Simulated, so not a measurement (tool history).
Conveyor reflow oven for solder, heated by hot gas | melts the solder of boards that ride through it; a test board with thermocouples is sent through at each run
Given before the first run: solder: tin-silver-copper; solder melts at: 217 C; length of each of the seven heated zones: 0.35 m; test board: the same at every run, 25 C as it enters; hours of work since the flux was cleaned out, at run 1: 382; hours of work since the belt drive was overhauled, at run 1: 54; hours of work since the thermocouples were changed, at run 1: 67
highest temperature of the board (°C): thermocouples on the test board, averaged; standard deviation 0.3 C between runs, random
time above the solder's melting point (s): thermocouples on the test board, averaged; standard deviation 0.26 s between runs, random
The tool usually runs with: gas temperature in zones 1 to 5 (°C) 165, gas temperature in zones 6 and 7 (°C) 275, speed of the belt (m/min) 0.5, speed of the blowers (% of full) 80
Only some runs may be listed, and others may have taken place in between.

run,hour,gas temperature in zones 1 to 5 (°C),gas temperature in zones 6 and 7 (°C),speed of the belt (m/min),speed of the blowers (% of full),hours of work since the flux was cleaned out,hours of work since the belt drive was overhauled,hours of work since the thermocouples were changed,highest temperature of the board (°C),time above the solder's melting point (s)
1,0,165,275,0.5,80,382,54,67,255.5,62.1
2,5.5,165,275,0.5,61,385,56,70,251.3,57.8
3,11.1,165,275,0.5,61,387,59,73,251.2,57.1
4,19.5,165,275,0.5,61,392,64,77,251.7,57.2
5,25.9,165,275,0.5,61,395,67,80,251.1,57.1
6,32.9,165,275,0.586,80,399,71,84,248.6,46.4
7,37.7,165,275,0.5,80,401,73,86,255.3,61.4
8,42.8,165,275,0.5,80,404,76,89,255.7,62
9,49.2,165,275,0.5,80,407,79,92,255.7,61.8
10,58.1,165,275,0.5,80,412,84,97,255.7,61.5
11,63.3,165,275,0.5,80,414,86,100,255.2,61.7
12,68.5,165,275,0.5,80,417,89,102,255.6,61.7
13,73.2,165,275,0.5,80,420,91,105,255.4,61.9
14,80.9,165,275,0.5,80,424,95,109,255.5,61.6
15,88.1,165,275,0.5,80,427,99,113,255.4,62
16,97.3,165,275,0.5,80,432,104,117,254.9,61.9
17,102.3,165,290,0.46,60,435,107,120,267.7,75.8
18,110.7,153,275,0.5,80,439,111,124,252.5,55.7
19,117.9,170,275,0.5,61,443,115,128,252.8,59.6
20,125.2,156,281,0.5,83,447,118,132,259.3,61.6
21,133.6,172,272,0.478,65,451,123,136,252.7,64.7
# hour 138.3: belt drive overhauled, speed set with a stopwatch
22,144.5,172,272,0.478,65,454,3,140,252.7,64.8
23,154,154,275,0.514,87,459,8,144,253.2,54.8
24,159.6,152,264,0.5,80,462,11,147,243.2,46.4
25,168.2,151,267,0.53,74,467,15,152,241.7,41
26,176.4,151,267,0.53,74,471,20,156,241.7,40.6

The next listed run, before its measurement:
# hour 182.1: belt drive overhauled, speed set with a stopwatch, once more
27,187.9,161,267,0.53,77,475,3,160,?,?

{"run 27": {"highest temperature of the board (°C)": 244.2, "time above the solder's melting point (s)": 46.5}}
With the hidden condition absent and the run-to-run variation left alone, this run would have shown highest temperature of the board (°C) 248.4, time above the solder's melting point (s) 51.6.

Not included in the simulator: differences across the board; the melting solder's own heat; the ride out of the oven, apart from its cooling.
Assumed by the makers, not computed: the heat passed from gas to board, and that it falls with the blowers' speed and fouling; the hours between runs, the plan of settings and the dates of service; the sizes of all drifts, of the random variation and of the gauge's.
